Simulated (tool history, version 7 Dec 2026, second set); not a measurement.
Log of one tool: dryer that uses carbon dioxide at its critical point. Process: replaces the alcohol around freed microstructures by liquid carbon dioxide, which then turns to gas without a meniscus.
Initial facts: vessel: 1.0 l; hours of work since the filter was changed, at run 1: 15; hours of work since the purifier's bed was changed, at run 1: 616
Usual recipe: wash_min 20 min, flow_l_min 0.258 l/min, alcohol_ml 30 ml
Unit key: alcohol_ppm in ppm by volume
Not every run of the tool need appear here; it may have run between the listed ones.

run	hour	wash_min	flow_l_min	alcohol_ml	hours of work since the filter was changed	hours of work since the purifier's bed was changed	alcohol_ppm
1	0	20	0.258	30	15	616	347
2	41.6	20	0.258	30	44	644	385
3	73.8	20	0.258	30	66	666	396
4	112	20	0.258	30	92	693	438
# hour 127.9: purifier's bed changed
5	162.9	20	0.258	30	125	24	379
6	188.6	20	0.258	30	143	42	418
7	222.3	20	0.217	30	166	65	844
8	276.6	20	0.258	30	203	102	482
9	304.9	20	0.258	30	222	121	524
# hour 330.4: inlet filter changed
10	350.9	20	0.258	30	14	152	281
11	379.6	20	0.258	30	34	172	295
12	413.9	23	0.258	30	57	195	175
13	437.8	20	0.258	30	74	212	345
14	467.9	13	0.258	56	94	233	2938
15	495.8	20	0.258	23	113	252	286
16	520.1	20	0.258	23	130	268	313
17	556.6	20	0.258	28	155	293	406
18	595.6	20	0.258	28	182	320	436
19	630.1	20	0.258	28	206	344	455
# hour 679.4: inlet filter changed
20	682.8	20	0.348	30	2	379	98
21	710.3	17	0.211	106	21	398	3840
22	744.3	31	0.42	30	45	421	53
23	798.5	26	0.181	35	82	459	571
24	847.3	21	0.181	45	115	492	1717
25	870.8	21	0.181	23	131	508	911

Consider 5 possible next runs. They are alternatives, not a sequence: every one starts from the tool as it was left by run 25. What does each give?
A	926.3	16	0.186	63	169	546	?
B	926.3	20	0.221	92	169	546	?
C	926.3	17	0.181	59	169	546	?
D	926.3	20	0.209	37	169	546	?
E	926.3	20	0.309	21	169	546	?

run	alcohol_ppm
A	5059
B	2394
C	4560
D	1206
E	207
With the hidden condition removed and each run's random variation left untouched, the same runs would have given:
run	alcohol_ppm
A	3610
B	1444
C	3213
D	725
E	74
